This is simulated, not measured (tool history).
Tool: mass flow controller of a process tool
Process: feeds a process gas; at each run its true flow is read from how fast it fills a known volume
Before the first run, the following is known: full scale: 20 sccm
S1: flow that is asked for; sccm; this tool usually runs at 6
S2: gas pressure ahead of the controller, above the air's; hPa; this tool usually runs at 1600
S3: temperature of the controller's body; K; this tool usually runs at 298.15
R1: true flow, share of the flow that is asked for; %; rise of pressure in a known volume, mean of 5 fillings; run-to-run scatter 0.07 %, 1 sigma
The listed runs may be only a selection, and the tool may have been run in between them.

run	day	S1	S2	S3	R1
1	0	6	1600	298.15	97.36
2	5.004	6	1600	298.15	97.56
3	11.167	6	1600	298.15	97.66
4	20.267	6	1600	298.15	97.75
5	30.271	6	1600	298.15	98
6	35.058	6	1600	298.15	97.99
7	41.567	6	1600	298.15	98
8	47.342	6	1600	298.15	98.07
9	58.083	6	1600	298.15	98.26
10	63.388	6	1600	298.15	98.38
11	68.233	6	2490	298.15	99.07
12	72.692	6	2490	298.15	99.3
13	80.033	6	2490	308.15	99.75
14	89.062	6	2490	308.15	99.92
15	95.304	6	2490	308.15	99.98
16	101.342	6	2490	308.15	100.05
17	106.167	6	1820	308.15	99.65
18	114.433	6	1880	308.15	99.79
19	122.479	6	1880	308.15	100.11
20	127.492	2	1880	308.15	99.3
21	133.275	2	1880	308.15	99.44
22	141.921	6	1600	298.15	99.68
# day 146.083: gauge calibrated
23	152.129	6	1600	298.15	97.45
24	156.825	6	1600	298.15	97.62
25	166.392	6	1600	298.15	97.71
26	175.138	7	1600	300.15	98.17
27	180.042	13	1980	300.15	99.48
28	189.475	13	1980	300.15	99.59
29	197.712	4	1600	298.15	97.8
30	205.842	5	1680	305.15	98.4
31	215.775	5	1680	305.15	98.69
32	222.038	5	1680	305.15	98.72
33	229.45	5	1680	305.15	98.76
34	236.583	17	2620	300.15	101.64
35	247.442	17	2620	300.15	101.74
36	253.592	6	2420	307.15	100.2
37	259.804	6	2420	307.15	100.15
38	266.025	6	2420	307.15	100.37
39	273.829	8	2380	301.15	100.54
40	284.317	8	2380	301.15	100.69
41	293.95	2	2380	295.15	99.57
42	300.179	2	2380	295.15	99.55
43	307.225	6	1730	298.15	100.04
44	313.104	6	1730	298.15	99.98
45	324.167	8	2420	298.15	101.17
46	333.938	3	2420	294.15	100.35
47	340.142	5	1600	298.15	100.34
48	350.225	5	1600	298.15	100.48
49	356.233	9	2500	295.15	101.76
50	361.608	9	2500	295.15	102

For some of the steps in R1 from one run to the next: how much would appear even if the tool had no hidden state, given the settings, what came in and random variation, and how much remains for the hidden state plus any gauge scatter that the measured result and the result without hidden state don't share?
Hidden state at play: flow at rest that the sensor doesn't see, % of full scale; true flow over the shown one, %; drift of the gauge itself on true_pct, %.
Run 22 -> 23: gauge calibrated. R1 -2.23 %: hidden state -2.14, all else -0.09.
Run 28 -> 29: S1 13 -> 4, S2 1980 -> 1600, S3 300.15 -> 298.15. R1 -1.79 %: hidden state +0.13, all else -1.92.
Run 33 -> 34: S1 5 -> 17, S2 1680 -> 2620, S3 305.15 -> 300.15. R1 +2.88 %: hidden state +0.16, all else +2.72.
Run 34 -> 35: nothing adjusted, nothing logged. R1 +0.1 %: hidden state +0.17, all else -0.07.
Run 44 -> 45: S1 6 -> 8, S2 1730 -> 2420. R1 +1.19 %: hidden state +0.2, all else +0.99.
